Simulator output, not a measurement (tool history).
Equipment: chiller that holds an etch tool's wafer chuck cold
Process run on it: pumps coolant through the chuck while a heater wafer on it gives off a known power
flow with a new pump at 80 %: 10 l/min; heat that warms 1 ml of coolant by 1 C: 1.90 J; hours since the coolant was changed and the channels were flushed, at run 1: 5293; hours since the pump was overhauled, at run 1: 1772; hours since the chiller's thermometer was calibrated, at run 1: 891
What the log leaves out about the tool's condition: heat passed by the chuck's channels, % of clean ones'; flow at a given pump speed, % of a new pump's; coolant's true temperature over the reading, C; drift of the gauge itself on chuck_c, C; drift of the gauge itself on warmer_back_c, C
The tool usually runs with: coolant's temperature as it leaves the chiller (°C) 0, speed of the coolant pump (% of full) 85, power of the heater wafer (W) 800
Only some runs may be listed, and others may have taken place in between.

| run | hour | coolant's temperature as it leaves the chiller (°C) | speed of the coolant pump (% of full) | power of the heater wafer (W) | hours since the coolant was changed and the channels were flushed | hours since the pump was overhauled | hours since the chiller's thermometer was calibrated | chuck's temperature once it has settled (°C) | how much warmer the coolant comes back (C) |
|---|---|---|---|---|---|---|---|---|---|
| 1 | 0 | 0 | 85 | 800 | 5293 | 1772 | 891 | 6.2 | 2.45 |
| 2 | 80.3 | 0 | 85 | 800 | 5373 | 1852 | 971 | 6 | 2.53 |
| 3 | 156.3 | 0 | 85 | 800 | 5449 | 1928 | 1047 | 6 | 2.51 |
| 4 | 314.4 | 0 | 85 | 1128 | 5607 | 2086 | 1205 | 8.5 | 3.54 |
| 5 | 401.9 | 0 | 85 | 1128 | 5695 | 2174 | 1293 | 8.5 | 3.53 |
| 6 | 581 | 0 | 85 | 1128 | 5874 | 2353 | 1472 | 8.5 | 3.55 |
| 7 | 743.8 | 0 | 85 | 1128 | 6037 | 2516 | 1635 | 8.5 | 3.55 |
| 8 | 853.7 | 0 | 85 | 1128 | 6146 | 2625 | 1745 | 8.6 | 3.57 |
| 9 | 937.5 | 0 | 85 | 1128 | 6230 | 2709 | 1828 | 8.7 | 3.58 |
|  | 958.2 | coolant pump overhauled |
| 10 | 1097.6 | 0 | 85 | 1128 | 6385 | 139 | 1984 | 9.1 | 3.64 |
|  | 1242.4 | coolant pump overhauled, once more |
| 11 | 1254.1 | 0 | 85 | 1128 | 6537 | 12 | 2135 | 8.4 | 3.37 |
| 12 | 1365.9 | 0 | 85 | 800 | 6649 | 123 | 2247 | 5.8 | 2.38 |
| 13 | 1524.8 | 6 | 85 | 800 | 6808 | 282 | 2406 | 11.9 | 2.39 |
| 14 | 1639.3 | 8 | 100 | 800 | 6922 | 397 | 2520 | 13.1 | 2.06 |
| 15 | 1753.8 | 6 | 85 | 475 | 7037 | 511 | 2635 | 9.3 | 1.43 |
| 16 | 1868.1 | 6 | 85 | 475 | 7151 | 626 | 2749 | 9.4 | 1.43 |
| 17 | 2010.5 | 0 | 85 | 475 | 7293 | 768 | 2891 | 3.7 | 1.42 |
| 18 | 2096.9 | 10 | 63 | 535 | 7380 | 854 | 2978 | 14.9 | 2.17 |
| 19 | 2192 | 9 | 71 | 1128 | 7475 | 950 | 3073 | 18.7 | 4.13 |
| 20 | 2297.9 | 2 | 71 | 420 | 7581 | 1055 | 3179 | 5.4 | 1.55 |
| 21 | 2373.8 | -2 | 73 | 867 | 7657 | 1131 | 3255 | 5.1 | 3.02 |
| 22 | 2533.8 | -2 | 73 | 867 | 7817 | 1291 | 3415 | 5.3 | 3.1 |
| 23 | 2680.5 | 0 | 86 | 800 | 7963 | 1438 | 3561 | 6 | 2.45 |
| 24 | 2829.4 | 0 | 86 | 800 | 8112 | 1587 | 3710 | 6 | 2.47 |
| 25 | 2944.1 | 0 | 86 | 800 | 8227 | 1702 | 3825 | 6.2 | 2.41 |
| 26 | 3048.7 | 0 | 86 | 800 | 8331 | 1806 | 3930 | 6.1 | 2.54 |

Each row is a separate what-if for the run after 26, all from the same tool condition, not one after another. Results?
| A | 3157 | 0 | 87 | 800 | 8440 | 1915 | 4038 | ? | ? |
| B | 3157 | 5 | 86 | 800 | 8440 | 1915 | 4038 | ? | ? |
| C | 3157 | 5 | 61 | 800 | 8440 | 1915 | 4038 | ? | ? |

| run | chuck's temperature once it has settled (°C) | how much warmer the coolant comes back (C) |
|---|---|---|
| A | 6 | 2.45 |
| B | 11.1 | 2.47 |
| C | 12.8 | 3.45 |
Take away the tool's hidden state, keep each run's random variation, and the runs would have read:
| run | chuck's temperature once it has settled (°C) | how much warmer the coolant comes back (C) |
|---|---|---|
| A | 5.2 | 2.35 |
| B | 10.3 | 2.36 |
| C | 11.6 | 3.31 |
